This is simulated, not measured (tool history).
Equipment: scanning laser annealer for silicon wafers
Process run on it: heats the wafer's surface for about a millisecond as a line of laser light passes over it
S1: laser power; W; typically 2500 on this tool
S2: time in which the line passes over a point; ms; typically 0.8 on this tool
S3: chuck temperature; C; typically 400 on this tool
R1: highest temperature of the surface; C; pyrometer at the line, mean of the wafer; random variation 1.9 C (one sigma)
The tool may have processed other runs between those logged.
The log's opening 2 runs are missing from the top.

Run 3, hour 32.6: usual settings. Result: R1 1170 C.
Run 4, hour 51.7: usual settings. Result: R1 1166 C.
Run 5, hour 63.4: usual settings but S3 421 C. Result: R1 1189 C.
Run 6, hour 84.2: usual settings but S3 421 C. Result: R1 1188 C.
Run 7, hour 102.6: usual settings but S3 392 C. Result: R1 1163 C.
Run 8, hour 124.5: usual settings but S2 0.845 ms, S3 392 C. Result: R1 1181 C.
Run 9, hour 137.3: usual settings but S2 0.845 ms, S3 392 C. Result: R1 1178 C.
Run 10, hour 152.8: usual settings but S2 0.845 ms, S3 392 C. Result: R1 1181 C.
Run 11, hour 175.8: usual settings but S2 0.845 ms, S3 392 C. Result: R1 1181 C.
Run 12, hour 199.8: usual settings but S2 0.845 ms, S3 392 C. Result: R1 1179 C.
Run 13, hour 217.2: usual settings but S2 0.845 ms, S3 392 C. Result: R1 1180 C.
Run 14, hour 235.3: usual settings but S2 0.845 ms, S3 392 C. Result: R1 1179 C.
Run 15, hour 251.8: usual settings but S2 0.845 ms, S3 392 C. Result: R1 1178 C.
Run 16, hour 265.5: usual settings. Result: R1 1169 C.
Run 17, hour 286.3: usual settings. Result: R1 1164 C.
Run 18, hour 299.1: usual settings. Result: R1 1169 C.
Run 19, hour 314.3: usual settings but S1 2507 W, S2 0.692 ms, S3 387 C. Result: R1 1107 C.
Run 20, hour 332: usual settings but S1 2131 W, S2 0.72 ms. Result: R1 991 C.
Run 21, hour 352.6: usual settings but S2 0.777 ms. Result: R1 1158 C.
Run 22, hour 372.6: usual settings but S2 0.688 ms. Result: R1 1115 C.
Run 23, hour 391.6: usual settings but S2 0.688 ms. Result: R1 1115 C.
Run 24, hour 402.4: usual settings but S2 0.688 ms. Result: R1 1115 C.
Run 25, hour 416.6: usual settings but S1 2187 W, S3 436 C. Result: R1 1076 C.
Run 26, hour 433.4: usual settings but S1 2187 W, S3 436 C. Result: R1 1079 C.

Run 27 has not been measured yet. What should we expect?
Run 27, hour 448.8: usual settings but S1 2187 W, S3 436 C. Result: R1 ?.

R1: 1078 C
Minus the tool's unlogged condition, the same run would have read R1 1078 C.
